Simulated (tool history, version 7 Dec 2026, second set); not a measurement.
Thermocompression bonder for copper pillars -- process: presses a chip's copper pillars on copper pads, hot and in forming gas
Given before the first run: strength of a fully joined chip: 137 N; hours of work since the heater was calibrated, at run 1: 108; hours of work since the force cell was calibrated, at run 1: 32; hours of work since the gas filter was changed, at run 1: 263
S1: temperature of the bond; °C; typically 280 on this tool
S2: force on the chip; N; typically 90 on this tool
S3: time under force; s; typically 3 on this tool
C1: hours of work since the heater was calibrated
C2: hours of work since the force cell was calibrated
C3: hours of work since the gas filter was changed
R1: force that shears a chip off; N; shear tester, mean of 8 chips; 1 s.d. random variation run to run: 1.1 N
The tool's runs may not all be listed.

Run 1, day 0.000: usual settings; C1 108; C2 32; C3 263. Result: R1 84.3 N.
Run 2, day 0.317: usual settings but S3 6 s; C1 114; C2 38; C3 268. Result: R1 99.1 N.
Run 3, day 0.712: usual settings but S3 6 s; C1 120; C2 44; C3 275. Result: R1 100.0 N.
Run 4, day 0.950: usual settings but S3 6 s; C1 124; C2 48; C3 279. Result: R1 99.3 N.
Run 5, day 1.446: usual settings but S3 6 s; C1 132; C2 56; C3 287. Result: R1 99.6 N.
Run 6, day 1.817: usual settings but S2 56 N; C1 138; C2 62; C3 293. Result: R1 63.6 N.
Run 7, day 2.262: usual settings but S2 56 N; C1 145; C2 69; C3 300. Result: R1 64.4 N.
Run 8, day 2.675: usual settings but S2 56 N; C1 152; C2 76; C3 307. Result: R1 63.1 N.
Run 9, day 2.942: usual settings but S2 56 N; C1 156; C2 80; C3 311. Result: R1 63.9 N.
Run 10, day 3.396: usual settings but S2 56 N; C1 164; C2 88; C3 319. Result: R1 63.1 N.
Run 11, day 3.938: usual settings but S2 55 N; C1 172; C2 96; C3 327. Result: R1 60.6 N.
Run 12, day 4.392: usual settings but S3 2 s; C1 180; C2 104; C3 335. Result: R1 75.3 N.
Run 13, day 4.925: usual settings but S2 99 N; C1 188; C2 112; C3 343. Result: R1 89.7 N.
Run 14, day 5.492: usual settings; C1 198; C2 122; C3 353. Result: R1 81.9 N.
Run 15, day 5.942: usual settings; C1 205; C2 129; C3 360. Result: R1 81.0 N.
Run 16, day 6.338: usual settings; C1 211; C2 135; C3 366. Result: R1 83.0 N.
Run 17, day 6.679: usual settings; C1 217; C2 141; C3 372. Result: R1 82.3 N.
Run 18, day 6.967: usual settings; C1 222; C2 146; C3 377. Result: R1 79.7 N.
Run 19, day 7.479: usual settings; C1 230; C2 154; C3 385. Result: R1 80.8 N.
Run 20, day 7.825: usual settings; C1 236; C2 160; C3 390. Result: R1 83.7 N.
Run 21, day 8.417: usual settings but S1 292 °C, S3 7 s; C1 245; C2 169; C3 400. Result: R1 105.5 N.
At day 8.712: forming gas filter changed.
Run 22, day 8.983: usual settings but S2 121 N, S3 4 s; C1 254; C2 178; C3 4. Result: R1 111.2 N.
Run 23, day 9.388: usual settings but S2 121 N, S3 4 s; C1 261; C2 185; C3 11. Result: R1 111.7 N.
Run 24, day 9.658: usual settings but S1 260 °C, S2 107 N, S3 4 s; C1 265; C2 189; C3 15. Result: R1 84.5 N.
Run 25, day 9.954: usual settings but S1 267 °C, S2 107 N, S3 8 s; C1 270; C2 194; C3 20. Result: R1 105.8 N.
Run 26, day 10.354: usual settings but S1 297 °C, S2 115 N, S3 7 s; C1 276; C2 200; C3 27. Result: R1 128.3 N.
Run 27, day 10.696: usual settings but S1 297 °C, S2 115 N, S3 7 s; C1 282; C2 206; C3 32. Result: R1 129.8 N.
Run 28, day 11.167: usual settings but S1 297 °C, S2 115 N, S3 7 s; C1 290; C2 214; C3 40. Result: R1 128.2 N.
Run 29, day 11.533: usual settings but S1 297 °C, S2 115 N, S3 5 s; C1 296; C2 220; C3 46. Result: R1 125.5 N.
Run 30, day 11.775: usual settings but S2 125 N, S3 5 s; C1 299; C2 223; C3 50. Result: R1 113.1 N.
Run 31, day 12.071: usual settings but S2 125 N, S3 5 s; C1 304; C2 228; C3 55. Result: R1 112.8 N.
Run 32, day 12.633: usual settings but S1 269 °C; C1 313; C2 237; C3 64. Result: R1 76.4 N.
Run 33, day 13.112: usual settings but S2 63 N; C1 321; C2 245; C3 72. Result: R1 72.3 N.
Run 34, day 13.358: usual settings but S2 63 N; C1 325; C2 249; C3 75. Result: R1 71.3 N.
Run 35, day 13.929: usual settings but S2 63 N; C1 334; C2 258; C3 85. Result: R1 70.3 N.
Run 36, day 14.338: usual settings but S2 63 N; C1 341; C2 265; C3 91. Result: R1 70.7 N.
Run 37, day 14.775: usual settings but S1 297 °C, S2 62 N, S3 2 s; C1 348; C2 272; C3 99. Result: R1 76.7 N.
Run 38, day 15.150: usual settings but S1 283 °C, S3 6 s; C1 354; C2 278; C3 105. Result: R1 106.4 N.
Run 39, day 15.738: usual settings but S1 279 °C, S2 73 N, S3 2 s; C1 364; C2 288; C3 114. Result: R1 66.9 N.

3 ways to go on from here, each from the tool as it stands after run 39. What would each give?
Run A, day 16.079: usual settings but S1 291 °C, S2 73 N, S3 2 s; C1 369; C2 293; C3 120. Result: R1 ?.
Run B, day 16.079: usual settings but S3 5 s; C1 369; C2 293; C3 120. Result: R1 ?.
Run C, day 16.079: usual settings but S1 277 °C, S2 72 N, S3 2 s; C1 369; C2 293; C3 120. Result: R1 ?.

run    R1
  A  76.2
  B  98.7
  C  63.7
Stripped of hidden state, with their random variation kept, the same runs would have yielded:
run     R1
  A   83.3
  B  106.5
  C   70.3
